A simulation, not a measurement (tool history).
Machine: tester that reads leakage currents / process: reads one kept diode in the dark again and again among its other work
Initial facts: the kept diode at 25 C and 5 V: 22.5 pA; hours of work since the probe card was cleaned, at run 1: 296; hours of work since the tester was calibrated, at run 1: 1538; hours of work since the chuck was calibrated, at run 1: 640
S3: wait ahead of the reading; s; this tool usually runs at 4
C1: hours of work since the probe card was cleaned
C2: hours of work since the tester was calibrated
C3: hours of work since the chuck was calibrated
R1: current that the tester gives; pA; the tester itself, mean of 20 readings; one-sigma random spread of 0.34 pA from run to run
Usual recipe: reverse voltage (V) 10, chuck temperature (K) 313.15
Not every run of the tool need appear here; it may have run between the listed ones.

run 1 day=0 | reverse_voltage_(V)=10 chuck_temperature_(K)=313.15 S3=4 | C1=296 C2=1538 C3=640 | R1=98.5
-- day=3.625 chuck's temperature calibrated
run 2 day=4.854 | reverse_voltage_(V)=10 chuck_temperature_(K)=313.15 S3=4 | C1=365 C2=1608 C3=18 | R1=117.58
run 3 day=10.312 | reverse_voltage_(V)=10 chuck_temperature_(K)=313.15 S3=7.53 | C1=445 C2=1687 C3=98 | R1=116.15
run 4 day=15.829 | reverse_voltage_(V)=10 chuck_temperature_(K)=313.15 S3=7.53 | C1=526 C2=1768 C3=178 | R1=114.06
run 5 day=19.562 | reverse_voltage_(V)=10 chuck_temperature_(K)=313.15 S3=7.53 | C1=580 C2=1822 C3=233 | R1=113.7
run 6 day=28.408 | reverse_voltage_(V)=7.3 chuck_temperature_(K)=313.15 S3=4 | C1=709 C2=1952 C3=362 | R1=95.46
-- day=28.946 tester calibrated
run 7 day=34.571 | reverse_voltage_(V)=7.3 chuck_temperature_(K)=313.15 S3=1.5 | C1=798 C2=82 C3=451 | R1=95.81
run 8 day=39.375 | reverse_voltage_(V)=4.2 chuck_temperature_(K)=295.15 S3=2.8 | C1=868 C2=152 C3=521 | R1=17.9
-- day=46.108 tester calibrated, once more
run 9 day=47.712 | reverse_voltage_(V)=10 chuck_temperature_(K)=297.15 S3=7.81 | C1=989 C2=23 C3=641 | R1=33.02
-- day=51.292 chuck's temperature calibrated
run 10 day=52.029 | reverse_voltage_(V)=10 chuck_temperature_(K)=331.15 S3=0.3 | C1=1050 C2=85 C3=11 | R1=481.1
run 11 day=59.938 | reverse_voltage_(V)=10 chuck_temperature_(K)=331.15 S3=0.3 | C1=1166 C2=201 C3=126 | R1=472.29

What will run 12 give?
run 12 day=63.633 | reverse_voltage_(V)=6.7 chuck_temperature_(K)=300.15 S3=0.53 | C1=1220 C2=255 C3=180 | R1=?

R1: 41.74 pA
The same run, on a tool lacking any hidden state, would have yielded R1 35.38 pA.
